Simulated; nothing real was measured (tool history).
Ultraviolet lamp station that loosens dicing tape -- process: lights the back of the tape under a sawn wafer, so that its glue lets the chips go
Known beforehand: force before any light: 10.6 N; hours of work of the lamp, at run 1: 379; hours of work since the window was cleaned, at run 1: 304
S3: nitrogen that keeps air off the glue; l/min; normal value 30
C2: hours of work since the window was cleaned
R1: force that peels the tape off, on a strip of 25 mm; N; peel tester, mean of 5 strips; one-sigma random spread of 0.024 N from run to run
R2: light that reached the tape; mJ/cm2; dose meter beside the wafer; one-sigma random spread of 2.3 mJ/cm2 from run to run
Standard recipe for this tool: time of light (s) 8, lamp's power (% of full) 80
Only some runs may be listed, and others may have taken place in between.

{"run": 1, "hour": 0.0, "time of light (s)": 8, "lamp's power (% of full)": 80, "S3": 30, "hours of work of the lamp": 379, "C2": 304, "R1": 1.748, "R2": 185}
{"run": 2, "hour": 12.7, "time of light (s)": 7, "lamp's power (% of full)": 80, "S3": 30, "hours of work of the lamp": 389, "C2": 314, "R1": 2.241, "R2": 164}
{"run": 3, "hour": 23.4, "time of light (s)": 7, "lamp's power (% of full)": 80, "S3": 30, "hours of work of the lamp": 398, "C2": 322, "R1": 2.232, "R2": 159}
{"run": 4, "hour": 32.7, "time of light (s)": 8, "lamp's power (% of full)": 80, "S3": 14, "hours of work of the lamp": 405, "C2": 330, "R1": 2.902, "R2": 183}
{"run": 5, "hour": 41.0, "time of light (s)": 8, "lamp's power (% of full)": 80, "S3": 14, "hours of work of the lamp": 412, "C2": 336, "R1": 2.926, "R2": 181}
{"run": 6, "hour": 51.6, "time of light (s)": 8, "lamp's power (% of full)": 80, "S3": 14, "hours of work of the lamp": 420, "C2": 345, "R1": 2.862, "R2": 178}
{"hour": 53.1, "done": "window cleaned of glue's vapour"}
{"run": 7, "hour": 68.1, "time of light (s)": 11, "lamp's power (% of full)": 80, "S3": 30, "hours of work of the lamp": 433, "C2": 12, "R1": 1.096, "R2": 239}

The next listed run, before its measurement:
{"run": 8, "hour": 76.5, "time of light (s)": 9, "lamp's power (% of full)": 79, "S3": 36, "hours of work of the lamp": 440, "C2": 19, "R1": "?", "R2": "?"}

R1: 1.424 N
R2: 192 mJ/cm2
Were there no unlogged condition in the tool, this run, its random variation unchanged, would have produced R1 0.763 N, R2 256 mJ/cm2.

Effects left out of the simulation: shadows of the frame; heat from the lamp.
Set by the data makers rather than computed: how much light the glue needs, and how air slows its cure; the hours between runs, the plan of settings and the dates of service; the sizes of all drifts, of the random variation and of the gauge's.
